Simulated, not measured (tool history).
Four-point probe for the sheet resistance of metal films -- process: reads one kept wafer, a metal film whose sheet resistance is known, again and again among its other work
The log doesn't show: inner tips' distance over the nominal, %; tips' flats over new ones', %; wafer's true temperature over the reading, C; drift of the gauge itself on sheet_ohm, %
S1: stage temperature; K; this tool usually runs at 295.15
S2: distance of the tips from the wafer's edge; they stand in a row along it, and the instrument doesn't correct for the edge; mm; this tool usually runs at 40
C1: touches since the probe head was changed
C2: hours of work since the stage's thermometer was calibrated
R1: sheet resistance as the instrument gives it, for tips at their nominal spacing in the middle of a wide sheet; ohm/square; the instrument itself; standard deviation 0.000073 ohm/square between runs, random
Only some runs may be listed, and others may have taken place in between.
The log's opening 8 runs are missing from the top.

run	day	S1	S2	C1	C2	R1
9	22.154	295.15	56	18830	1136	0.366414
10	25.758	295.15	13	20298	1188	0.367450
11	30.238	295.15	16	22120	1254	0.366976
12	33.258	295.15	16	23350	1298	0.367052
13	35.138	298.15	40	24114	1326	0.365023
14	39.571	298.15	20	25919	1391	0.365565
15	42.962	298.15	20	27300	1440	0.365472
16	47.479	298.15	20	29139	1507	0.365452
17	52.042	298.15	20	30996	1573	0.365544
18	55.792	292.15	40	32521	1628	0.367864
19	58.967	292.15	40	33813	1675	0.368038
20	61.446	300.15	40	34822	1711	0.364171
21	64.908	300.15	40	36231	1762	0.364449
22	69.067	291.15	40	37925	1823	0.368533
23	71.708	296.15	12	39000	1861	0.367403
24	73.617	296.15	12	39777	1889	0.367311
25	75.708	302.15	5	40628	1920	0.370926
26	80.246	296.15	28	42475	1986	0.366296
27	84.562	295.15	28	44231	2050	0.366830
28	87.858	295.15	28	45574	2098	0.366798
29	90.762	300.15	6	46755	2141	0.369778
30	94.983	300.15	6	48473	2202	0.369667

What will run 31 give?
31	97.312	300.15	6	49422	2237	?

{"run 31": {"R1": 0.369588}}
On a tool with no hidden condition, and with the same random variation, this run would have come out at R1 0.368328 ohm/square.
